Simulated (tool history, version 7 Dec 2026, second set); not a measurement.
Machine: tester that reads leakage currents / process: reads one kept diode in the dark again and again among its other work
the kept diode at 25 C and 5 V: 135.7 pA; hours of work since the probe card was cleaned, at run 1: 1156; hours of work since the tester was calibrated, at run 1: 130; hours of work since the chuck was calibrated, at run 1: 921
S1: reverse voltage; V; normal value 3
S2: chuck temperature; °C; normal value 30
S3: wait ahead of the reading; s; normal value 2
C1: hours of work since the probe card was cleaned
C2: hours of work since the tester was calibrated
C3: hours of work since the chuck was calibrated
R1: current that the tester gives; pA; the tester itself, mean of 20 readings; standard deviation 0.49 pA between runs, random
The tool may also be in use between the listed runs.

run	hour	S1	S2	S3	C1	C2	C3	R1
1	0	3	30	2	1156	130	921	184.98
2	29.9	3	30	5.63	1176	150	940	184.91
3	49.3	3	60	2	1189	162	953	1379.56
4	63.8	3	44	2	1198	172	962	493.76
5	90	3	44	2	1215	189	979	494.84
6	107.4	3	44	2	1226	200	991	495.48
7	134.2	3	44	2	1244	218	1008	495.78
8	166.3	3	44	2	1265	239	1029	493
9	183.2	3	44	2	1276	250	1040	498.13
10	197.9	3	44	2	1285	259	1050	499.84
11	214.6	3	44	2	1296	270	1061	498.17
12	241.5	3	36	2	1314	288	1078	289.24
13	270.5	3	30	2	1333	307	1097	188.73
14	296.2	3	30	2	1350	323	1114	189.91
15	328.8	3	30	2	1371	345	1135	190
16	359.2	3	30	4.18	1391	364	1155	189.15
17	385.7	3	30	2	1408	382	1172	191.84
18	411	3	30	2	1424	398	1189	191.27
19	427.7	3	21	2	1435	409	1200	99.7
# hour 438.1: chuck's temperature calibrated
20	459.2	3	21	2	1455	428	14	88.34
21	481.1	3	21	2	1469	443	28	88.49
22	509.5	3.25	27	2	1487	461	47	142.86
23	536.7	3.25	27	2	1505	479	64	142.79
24	551.8	4.51	52	1.69	1515	489	74	905.52
# hour 558.4: probe card cleaned and baked
25	577.1	7.85	27	9.79	12	503	89	193.55
26	608.4	7.85	21	9.79	33	524	109	122.62
27	626.7	10.18	30	0.43	45	536	121	278.61
28	659.4	10.18	38	0.43	66	557	142	492.83
29	678.1	5.08	30	2.29	78	569	155	205.16
30	709	12.57	30	0.44	98	589	175	309.22
31	723.8	3	30	0.51	108	599	184	168.93
32	748.4	1.06	30	1.17	124	615	200	110.28
33	764.4	1.06	30	1.17	134	625	211	110.4
34	782.7	1.06	21	0.38	146	637	223	56.42
35	813.6	1.06	27	0.38	166	657	243	89.08
36	840.3	1.06	27	0.38	184	675	260	89.48
37	872.6	1.06	27	0.38	205	696	281	89.97
38	904.4	1.06	27	0.38	226	717	302	89.44
39	936.2	1.9	41	4.07	246	737	323	310.5
40	962.2	3	53	2	263	754	340	837.88

Alternative continuations, all from the tool just after run 40; predict every row:
A	990.2	3	20	0.73	282	773	358	?
B	990.2	3	30	1.53	282	773	358	?
C	990.2	3	30	8.31	282	773	358	?

run	R1
A	80.85
B	170.63
C	170.33
The same runs, with their run-to-run variation unchanged, on a tool lacking any hidden condition would have given:
run	R1
A	75.98
B	161.98
C	161.67

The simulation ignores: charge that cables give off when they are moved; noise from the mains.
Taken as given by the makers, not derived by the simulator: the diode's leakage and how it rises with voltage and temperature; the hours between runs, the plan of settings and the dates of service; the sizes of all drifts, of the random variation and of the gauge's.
